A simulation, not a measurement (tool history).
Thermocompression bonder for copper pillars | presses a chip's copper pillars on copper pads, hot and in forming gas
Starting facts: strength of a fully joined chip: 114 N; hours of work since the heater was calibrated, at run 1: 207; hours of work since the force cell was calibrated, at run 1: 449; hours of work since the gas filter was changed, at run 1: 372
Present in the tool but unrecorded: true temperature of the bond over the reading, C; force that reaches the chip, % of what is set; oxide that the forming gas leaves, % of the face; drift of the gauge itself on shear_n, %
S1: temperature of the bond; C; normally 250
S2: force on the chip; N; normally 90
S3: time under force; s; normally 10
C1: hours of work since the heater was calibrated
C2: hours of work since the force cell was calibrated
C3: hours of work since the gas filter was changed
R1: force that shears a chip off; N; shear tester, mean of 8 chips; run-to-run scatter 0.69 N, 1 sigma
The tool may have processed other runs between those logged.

run	hour	S1	S2	S3	C1	C2	C3	R1
1	0	250	90	10	207	449	372	42.7
2	11.7	250	90	10	214	456	379	42.5
3	21.7	250	90	10	220	462	385	43.4
4	31.6	250	90	10	226	468	391	42.7
5	41.3	250	90	10	232	473	397	42.7
# hour 43.5: forming gas filter changed
6	49.3	250	90	10	236	478	3	47.8
7	61	253	72	7	243	485	10	38.8
8	70.1	253	72	7	249	490	16	38.5
9	80.5	270	72	7	255	496	22	48.9
10	88.1	237	106	7	259	501	27	38.1

What would each run have given without the hidden state, its run-to-run variation left as it was?
run	R1
1	47.3
2	47.1
3	48.1
4	47.5
5	47.6
6	47
7	38.2
8	38
9	48.4
10	37.7
